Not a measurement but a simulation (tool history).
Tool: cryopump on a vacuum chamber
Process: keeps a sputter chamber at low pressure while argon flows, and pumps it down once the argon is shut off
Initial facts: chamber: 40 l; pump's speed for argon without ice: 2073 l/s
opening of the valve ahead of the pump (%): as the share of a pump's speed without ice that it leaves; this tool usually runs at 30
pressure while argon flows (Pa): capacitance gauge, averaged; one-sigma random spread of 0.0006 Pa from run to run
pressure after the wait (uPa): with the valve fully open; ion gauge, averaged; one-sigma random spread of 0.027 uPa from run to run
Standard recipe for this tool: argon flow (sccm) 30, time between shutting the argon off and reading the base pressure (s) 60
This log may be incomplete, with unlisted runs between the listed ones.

| run | hour | argon flow (sccm) | time between shutting the argon off and reading the base pressure (s) | opening of the valve ahead of the pump (%) | pressure while argon flows (Pa) | pressure after the wait (uPa) |
|---|---|---|---|---|---|---|
| 1 | 0.0 | 30 | 60 | 30 | 0.0853 | 1.67 |
| 2 | 42.0 | 30 | 60 | 29 | 0.0883 | 1.72 |
| 3 | 60.4 | 30 | 206 | 30 | 0.0840 | 0.94 |
| 4 | 90.7 | 30 | 206 | 30 | 0.0847 | 0.91 |
| 5 | 117.7 | 30 | 60 | 22 | 0.1140 | 1.73 |
| 6 | 148.8 | 30 | 60 | 22 | 0.1156 | 1.71 |
| 7 | 183.7 | 30 | 60 | 22 | 0.1130 | 1.75 |
| 8 | 223.3 | 30 | 60 | 22 | 0.1147 | 1.80 |
| 9 | 244.9 | 30 | 60 | 22 | 0.1154 | 1.78 |
| 10 | 266.7 | 30 | 60 | 30 | 0.0857 | 1.75 |
| 11 | 304.9 | 30 | 60 | 30 | 0.0859 | 1.81 |
| 12 | 337.8 | 30 | 60 | 30 | 0.0849 | 1.82 |
| 13 | 371.7 | 30 | 60 | 30 | 0.0812 | 1.73 |
| 14 | 413.3 | 30 | 43 | 30 | 0.0830 | 2.26 |
| 15 | 443.7 | 30 | 43 | 30 | 0.0814 | 2.19 |
| 16 | 478.5 | 32 | 60 | 30 | 0.0877 | 1.78 |
| 17 | 511.2 | 32 | 60 | 30 | 0.0877 | 1.84 |
| 18 | 537.9 | 13 | 92 | 41 | 0.0266 | 1.36 |
| 19 | 572.8 | 30 | 45 | 24 | 0.1027 | 2.07 |
| 20 | 589.8 | 30 | 45 | 24 | 0.1030 | 2.12 |
| 21 | 628.7 | 30 | 105 | 23 | 0.1068 | 1.38 |
| 22 | 650.5 | 30 | 105 | 23 | 0.1078 | 1.40 |
| 23 | 672.5 | 47 | 105 | 36 | 0.1072 | 1.38 |
| 24 | 714.1 | 34 | 105 | 36 | 0.0792 | 1.40 |
| 25 | 755.8 | 30 | 60 | 30 | 0.0837 | 1.86 |
| 26 | 785.9 | 46 | 172 | 30 | 0.1261 | 1.12 |
| 27 | 805.2 | 46 | 172 | 30 | 0.1271 | 1.16 |
| 28 | 834.7 | 46 | 172 | 44 | 0.0893 | 1.25 |
| 29 | 853.8 | 46 | 63 | 22 | 0.1712 | 1.93 |
| 30 | 873.6 | 46 | 23 | 52 | 0.0747 | 3.59 |
| 31 | 915.3 | 46 | 35 | 57 | 0.0676 | 2.70 |
| 32 | 952.3 | 28 | 218 | 57 | 0.0411 | 1.15 |
| 33 | 980.7 | 28 | 218 | 57 | 0.0411 | 1.15 |

Not shown: 1 entry that the log had between the listed runs. Between which runs, and how does the tool's hidden state differ before and after?
In the gap between runs 12 and 13: pump warmed up, emptied and cooled again (hour 361.2)
  pump's speed, % of a pump's without ice: 86.7 -> 99.8; cold plate's temperature, K: 12.96 -> 12.97; leak into the chamber, uPa l/s: 1288 -> 1306
  measured minus no-state result, pressure while argon flows (Pa): +0.0042 -> +0.0005; pressure after the wait (uPa): +0.59 -> +0.49

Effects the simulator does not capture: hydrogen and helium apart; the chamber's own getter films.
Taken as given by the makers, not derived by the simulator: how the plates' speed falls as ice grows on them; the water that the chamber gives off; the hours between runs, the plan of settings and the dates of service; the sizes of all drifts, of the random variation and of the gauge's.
